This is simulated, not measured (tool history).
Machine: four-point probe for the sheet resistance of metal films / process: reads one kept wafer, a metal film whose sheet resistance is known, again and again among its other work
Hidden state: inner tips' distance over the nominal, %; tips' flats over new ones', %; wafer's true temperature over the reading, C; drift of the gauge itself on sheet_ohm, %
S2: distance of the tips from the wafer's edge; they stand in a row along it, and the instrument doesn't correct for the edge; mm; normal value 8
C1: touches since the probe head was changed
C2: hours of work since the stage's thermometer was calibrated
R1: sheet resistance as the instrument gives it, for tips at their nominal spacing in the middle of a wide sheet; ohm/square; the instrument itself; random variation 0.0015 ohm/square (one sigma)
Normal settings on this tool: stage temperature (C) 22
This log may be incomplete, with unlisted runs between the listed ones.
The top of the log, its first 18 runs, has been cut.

run 19 hour=620.6 | stage_temperature_(C)=24 S2=19 | C1=35128 C2=978 | R1=7.642056
run 20 hour=661.2 | stage_temperature_(C)=20 S2=8 | C1=36678 C2=998 | R1=7.658275
run 21 hour=708.9 | stage_temperature_(C)=23 S2=12 | C1=38500 C2=1022 | R1=7.65014
run 22 hour=734.5 | stage_temperature_(C)=34 S2=39 | C1=39478 C2=1034 | R1=7.636896
run 23 hour=765.6 | stage_temperature_(C)=34 S2=39 | C1=40663 C2=1050 | R1=7.638679
run 24 hour=808.6 | stage_temperature_(C)=21 S2=22 | C1=42306 C2=1071 | R1=7.647825
run 25 hour=841 | stage_temperature_(C)=21 S2=22 | C1=43543 C2=1087 | R1=7.64972
run 26 hour=886.1 | stage_temperature_(C)=22 S2=35 | C1=45261 C2=1109 | R1=7.647262
run 27 hour=907.6 | stage_temperature_(C)=22 S2=38 | C1=46083 C2=1119 | R1=7.649293
run 28 hour=950.6 | stage_temperature_(C)=23 S2=6 | C1=47724 C2=1140 | R1=7.676867
run 29 hour=987.1 | stage_temperature_(C)=20 S2=32 | C1=49116 C2=1158 | R1=7.65155
run 30 hour=1035.1 | stage_temperature_(C)=20 S2=32 | C1=50948 C2=1182 | R1=7.651874
run 31 hour=1062.1 | stage_temperature_(C)=20 S2=32 | C1=51981 C2=1195 | R1=7.652714
run 32 hour=1101 | stage_temperature_(C)=20 S2=32 | C1=53465 C2=1214 | R1=7.655951
run 33 hour=1142.4 | stage_temperature_(C)=29 S2=14 | C1=55046 C2=1235 | R1=7.65221
run 34 hour=1169.9 | stage_temperature_(C)=29 S2=29 | C1=56094 C2=1248 | R1=7.649453

What if the next run were any one of these 4? Each begins from the tool's condition after run 34:
run A hour=1191.3 | stage_temperature_(C)=30 S2=45 | C1=56912 C2=1259 | R1=?
run B hour=1191.3 | stage_temperature_(C)=35 S2=3 | C1=56912 C2=1259 | R1=?
run C hour=1191.3 | stage_temperature_(C)=28 S2=8 | C1=56912 C2=1259 | R1=?
run D hour=1191.3 | stage_temperature_(C)=28 S2=23 | C1=56912 C2=1259 | R1=?

run=A R1=7.650455
run=B R1=7.757986
run=C R1=7.666367
run=D R1=7.651437
Stripped of hidden state, with their random variation kept, the same runs would have yielded:
run=A R1=7.635281
run=B R1=7.742366
run=C R1=7.651274
run=D R1=7.636369

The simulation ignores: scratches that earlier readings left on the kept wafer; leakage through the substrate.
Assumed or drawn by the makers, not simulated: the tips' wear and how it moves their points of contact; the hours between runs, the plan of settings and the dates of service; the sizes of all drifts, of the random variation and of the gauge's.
